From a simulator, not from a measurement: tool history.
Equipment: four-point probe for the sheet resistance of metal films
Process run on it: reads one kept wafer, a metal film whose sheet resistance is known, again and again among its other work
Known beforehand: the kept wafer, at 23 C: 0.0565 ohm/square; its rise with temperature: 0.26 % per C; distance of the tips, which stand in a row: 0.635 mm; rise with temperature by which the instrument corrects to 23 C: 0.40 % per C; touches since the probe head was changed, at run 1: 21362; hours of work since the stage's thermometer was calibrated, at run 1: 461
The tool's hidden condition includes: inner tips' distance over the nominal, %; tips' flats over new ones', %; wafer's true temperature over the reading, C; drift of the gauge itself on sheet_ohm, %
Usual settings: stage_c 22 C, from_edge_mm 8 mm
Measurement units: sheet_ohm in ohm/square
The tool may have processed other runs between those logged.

run   hour  stage_c  from_edge_mm  touches since the probe head was changed  hours of work since the stage's thermometer was calibrated  sheet_ohm
  1      0       22             8                                     21362                                                         461   0.056938
  2   27.8       22            39                                     22481                                                         474   0.056737
  3   60.9       22            39                                     23812                                                         490   0.056753
  4     99       22            39                                     25345                                                         507    0.05677
  5  120.4       22            39                                     26204                                                         517   0.056761
  6  146.6       22            39                                     27259                                                         529   0.056787
  7  164.3       22            39                                     27972                                                         538   0.056779
  8    181       22            39                                     28643                                                         545   0.056786
  9  214.9       22             8                                     30009                                                         561   0.056974
 10  234.3       22             8                                     30787                                                         570   0.056978
 11  260.9       24             8                                     31859                                                         583    0.05682
 12  291.3       27             8                                     33081                                                         597   0.056598
 13  315.5       27             8                                     34055                                                         608   0.056622
 14  348.5       23             8                                     35382                                                         623   0.056925
 15  376.4       22             5                                     36505                                                         636   0.057329
 16    408       21            10                                     37776                                                         651   0.057032
 17  440.2       28             8                                     39071                                                         666    0.05655
 18  462.6       24            41                                     39972                                                         676   0.056693
 19  495.2       24            41                                     41283                                                         691   0.056672
 20  532.5       30            53                                     42784                                                         709   0.056231
 21  566.2       35            10                                     44140                                                         724   0.056008
 22  598.9       31             7                                     45452                                                         739   0.056404
 23  626.9       20            42                                     46580                                                         752   0.057024
 24  645.5       26            15                                     47329                                                         761   0.056615
 25  683.1       26            15                                     48840                                                         779   0.056644
 26  715.6       26             8                                     50149                                                         794   0.056739
 27  739.8       30             9                                     51121                                                         805   0.056441
 28    757       27             8                                     51816                                                         813     0.0567
 29  782.1       20             7                                     52825                                                         825   0.057299

For run 30, what comes out?
 30  798.1       30            27                                     53469                                                         832          ?

sheet_ohm: 0.056289 ohm/square
Without the tool's hidden state the same run would have given sheet_ohm 0.055973 ohm/square.
